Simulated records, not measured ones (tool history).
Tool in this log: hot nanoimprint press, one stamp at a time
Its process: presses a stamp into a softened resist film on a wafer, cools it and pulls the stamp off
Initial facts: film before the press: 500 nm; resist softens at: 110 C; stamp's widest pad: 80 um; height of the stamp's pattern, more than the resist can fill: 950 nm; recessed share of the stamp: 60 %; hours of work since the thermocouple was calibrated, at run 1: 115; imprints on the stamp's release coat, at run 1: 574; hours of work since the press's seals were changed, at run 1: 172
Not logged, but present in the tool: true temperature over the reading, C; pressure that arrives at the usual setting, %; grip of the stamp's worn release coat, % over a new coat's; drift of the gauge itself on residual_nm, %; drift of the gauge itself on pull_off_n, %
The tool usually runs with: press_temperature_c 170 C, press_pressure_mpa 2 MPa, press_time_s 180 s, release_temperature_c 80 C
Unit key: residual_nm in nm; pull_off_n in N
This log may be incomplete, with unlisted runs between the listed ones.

| run | hour | press_temperature_c | press_pressure_mpa | press_time_s | release_temperature_c | hours of work since the thermocouple was calibrated | imprints on the stamp's release coat | hours of work since the press's seals were changed | residual_nm | pull_off_n |
|---|---|---|---|---|---|---|---|---|---|---|
| 1 | 0 | 170 | 2 | 180 | 80 | 115 | 574 | 172 | 193 | 251 |
| 2 | 85.1 | 170 | 2 | 180 | 80 | 167 | 749 | 224 | 193.3 | 258 |
| 3 | 156.4 | 170 | 2 | 180 | 80 | 211 | 896 | 268 | 192.9 | 261 |
| 4 | 252.9 | 170 | 2 | 180 | 80 | 270 | 1095 | 328 | 192.7 | 260 |
| 5 | 334.1 | 170 | 2 | 180 | 80 | 320 | 1262 | 378 | 191.5 | 281 |
| 6 | 378.7 | 170 | 2 | 180 | 80 | 348 | 1353 | 405 | 191 | 279 |
| 7 | 437.4 | 170 | 2 | 190 | 80 | 384 | 1474 | 441 | 187.5 | 275 |
|  | 446 | plate thermocouple calibrated |
| 8 | 511.2 | 170 | 2 | 190 | 80 | 40 | 1620 | 485 | 191.3 | 280 |
| 9 | 580.7 | 170 | 2 | 190 | 80 | 83 | 1763 | 528 | 191.9 | 308 |
| 10 | 646.1 | 170 | 2 | 190 | 80 | 123 | 1897 | 568 | 191.2 | 303 |
| 11 | 726.5 | 168 | 2 | 180 | 80 | 173 | 2063 | 617 | 207.2 | 301 |
| 12 | 796.2 | 168 | 2 | 180 | 80 | 216 | 2206 | 660 | 207.6 | 303 |
|  | 840.8 | stamp cleaned and given a new release coat |
| 13 | 861.8 | 168 | 2 | 180 | 80 | 252 | 44 | 697 | 207 | 233 |
| 14 | 943.9 | 168 | 2 | 180 | 80 | 303 | 212 | 747 | 207.3 | 237 |
| 15 | 987.9 | 170 | 2 | 180 | 80 | 330 | 303 | 775 | 194 | 226 |
| 16 | 1065 | 172 | 1.31 | 213 | 81 | 377 | 462 | 822 | 214.7 | 246 |
|  | 1089.2 | plate thermocouple calibrated |
| 17 | 1109.5 | 172 | 1.31 | 274 | 86 | 12 | 547 | 848 | 202.2 | 223 |
| 18 | 1158.1 | 162 | 2.5 | 180 | 78 | 42 | 647 | 877 | 230.3 | 268 |
| 19 | 1197.9 | 166 | 2 | 180 | 80 | 67 | 729 | 902 | 225.2 | 260 |
|  | 1232.7 | press's hydraulic seals changed and the load cell set to zero |
| 20 | 1278.5 | 166 | 2 | 180 | 80 | 112 | 878 | 28 | 218.5 | 265 |
| 21 | 1365.7 | 166 | 2 | 180 | 80 | 165 | 1057 | 82 | 217.1 | 263 |
| 22 | 1405.2 | 166 | 1.72 | 277 | 80 | 190 | 1139 | 106 | 203.1 | 275 |
| 23 | 1474.5 | 166 | 1.72 | 277 | 80 | 232 | 1281 | 149 | 203.6 | 277 |
| 24 | 1532.9 | 180 | 3.1 | 169 | 80 | 268 | 1401 | 185 | 114.4 | 276 |
| 25 | 1619.6 | 171 | 2.29 | 167 | 80 | 322 | 1580 | 238 | 177.4 | 279 |
| 26 | 1699.6 | 171 | 2.29 | 167 | 80 | 371 | 1744 | 287 | 176.5 | 295 |
|  | 1729.8 | plate thermocouple calibrated |
| 27 | 1744.5 | 171 | 2.17 | 167 | 73 | 9 | 1830 | 313 | 186.3 | 341 |
| 28 | 1788.1 | 171 | 2.17 | 167 | 73 | 36 | 1920 | 340 | 186.9 | 345 |
| 29 | 1847.6 | 170 | 2.21 | 123 | 80 | 73 | 2042 | 377 | 210.9 | 301 |
| 30 | 1931.6 | 170 | 2.3 | 96 | 74 | 124 | 2215 | 428 | 224.3 | 359 |

Predict each of these 4 candidate next runs independently; none follows another, all start after run 30:
|  | 1973.6 | stamp cleaned and given a new release coat |
| A | 1994.9 | 174 | 1.47 | 180 | 80 | 160 | 44 | 464 | ? | ? |
|  | 1973.6 | stamp cleaned and given a new release coat |
| B | 1994.9 | 180 | 2 | 180 | 66 | 160 | 44 | 464 | ? | ? |
|  | 1973.6 | stamp cleaned and given a new release coat |
| C | 1994.9 | 159 | 2.71 | 96 | 74 | 160 | 44 | 464 | ? | ? |
|  | 1973.6 | stamp cleaned and given a new release coat |
| D | 1994.9 | 170 | 1.37 | 220 | 76 | 160 | 44 | 464 | ? | ? |

| run | residual_nm | pull_off_n |
|---|---|---|
| A | 203.8 | 236 |
| B | 145.8 | 301 |
| C | 290.7 | 256 |
| D | 220.4 | 247 |
Take away the tool's hidden state, keep each run's random variation, and the runs would have read:
| run | residual_nm | pull_off_n |
|---|---|---|
| A | 204.5 | 237 |
| B | 145.5 | 302 |
| C | 290.4 | 257 |
| D | 221.5 | 248 |
